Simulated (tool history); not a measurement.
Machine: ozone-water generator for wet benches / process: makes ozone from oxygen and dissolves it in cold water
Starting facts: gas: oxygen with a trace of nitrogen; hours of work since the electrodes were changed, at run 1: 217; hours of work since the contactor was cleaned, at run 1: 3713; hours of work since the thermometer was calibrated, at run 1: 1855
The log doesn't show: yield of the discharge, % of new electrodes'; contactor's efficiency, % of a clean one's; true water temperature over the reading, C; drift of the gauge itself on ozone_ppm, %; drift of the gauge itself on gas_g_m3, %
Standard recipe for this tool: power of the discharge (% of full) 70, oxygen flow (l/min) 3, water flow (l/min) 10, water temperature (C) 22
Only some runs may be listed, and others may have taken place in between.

run	hour	power of the discharge (% of full)	oxygen flow (l/min)	water flow (l/min)	water temperature (C)	hours of work since the electrodes were changed	hours of work since the contactor was cleaned	hours of work since the thermometer was calibrated	dissolved ozone (ppm)	ozone in the gas ahead of the water (g/m3)
1	0	70	3	10	22	217	3713	1855	18.2	194.4
2	77.8	70	3	10	22	277	3773	1915	18	192.3
3	163.3	70	3	10	22	343	3839	1982	17.9	193.5
4	232.1	70	3	10	22	396	3893	2035	17.9	190.6
5	300	70	5.29	10	22	449	3945	2087	17.2	143.6
6	343.6	70	5.29	10	22	482	3979	2121	17.3	144.9
7	403.2	70	1.59	10	22	529	4025	2167	17.2	261.1
8	494.7	70	1.59	10	22	599	4096	2238	17.2	263
9	587.3	70	1.59	10	22	671	4168	2310	17.1	263.8
10	679.8	70	3	10	22	743	4239	2381	17.9	191.6
11	766.8	70	3	10	22	810	4306	2449	17.9	191.8
12	859.1	70	3	10	22	882	4378	2520	17.5	191.4
13	943.8	70	3	10	22	947	4444	2586	17.8	187.6
14	1021.8	70	3	10	22	1008	4504	2646	17.7	189.8
15	1065.8	96	3	10	22	1042	4538	2680	21.2	226.7
16	1113.6	96	3	10	19	1079	4575	2717	22.1	228.4
17	1160.4	78	1.76	7	29	1115	4611	2753	22	263.9
18	1203.9	70	1.83	10	17	1148	4645	2787	18.4	243.4
19	1298.2	84	3	7	22	1221	4718	2860	25.1	209.3
20	1371.2	41	3.18	11	15	1278	4774	2917	13.5	135.9
21	1457.8	55	2.03	13	16	1345	4841	2984	12.7	199.3
22	1546.4	55	2.03	13	16	1414	4910	3052	12.8	199.6
23	1587.9	58	4.81	13	15	1446	4942	3084	14.2	135.7
24	1633.5	65	3.77	16	22	1481	4977	3120	11.6	162
25	1708.1	70	2.81	9	21	1539	5035	3177	19.2	191.9
26	1762.1	70	2.81	9	21	1581	5077	3219	19.2	192.9
27	1812.2	70	2.81	9	21	1619	5116	3258	19.2	194.4
28	1880.8	45	3.02	7	29	1672	5169	3311	15.3	146.4
29	1963.2	70	3	8	22	1736	5233	3375	20.1	188.6
30	2056.7	72	3	7	19	1809	5305	3447	24	191.5
31	2107.1	64	4.81	12	22	1848	5344	3486	13.9	141.2
32	2173.3	70	3	10	20	1899	5395	3538	18	185.9

How would selected steps in dissolved ozone (ppm) from run to run divide? Give the signed amount a tool lacking its hidden state would still show from settings, what came in and random variation, and the signed amount left for the hidden state, including any gauge scatter that is not in both of the compared results.
Run 19 -> 20: power of the discharge (% of full) 84 -> 41, oxygen flow (l/min) 3 -> 3.18, water flow (l/min) 7 -> 11, water temperature (C) 22 -> 15. dissolved ozone (ppm) -11.6: hidden state +0.9, all else -12.5.
Run 24 -> 25: power of the discharge (% of full) 65 -> 70, oxygen flow (l/min) 3.77 -> 2.81, water flow (l/min) 16 -> 9, water temperature (C) 22 -> 21. dissolved ozone (ppm) +7.6: hidden state -0.7, all else +8.3.
Run 30 -> 31: power of the discharge (% of full) 72 -> 64, oxygen flow (l/min) 3 -> 4.81, water flow (l/min) 7 -> 12, water temperature (C) 19 -> 22. dissolved ozone (ppm) -10.1: hidden state +0.8, all else -10.9.
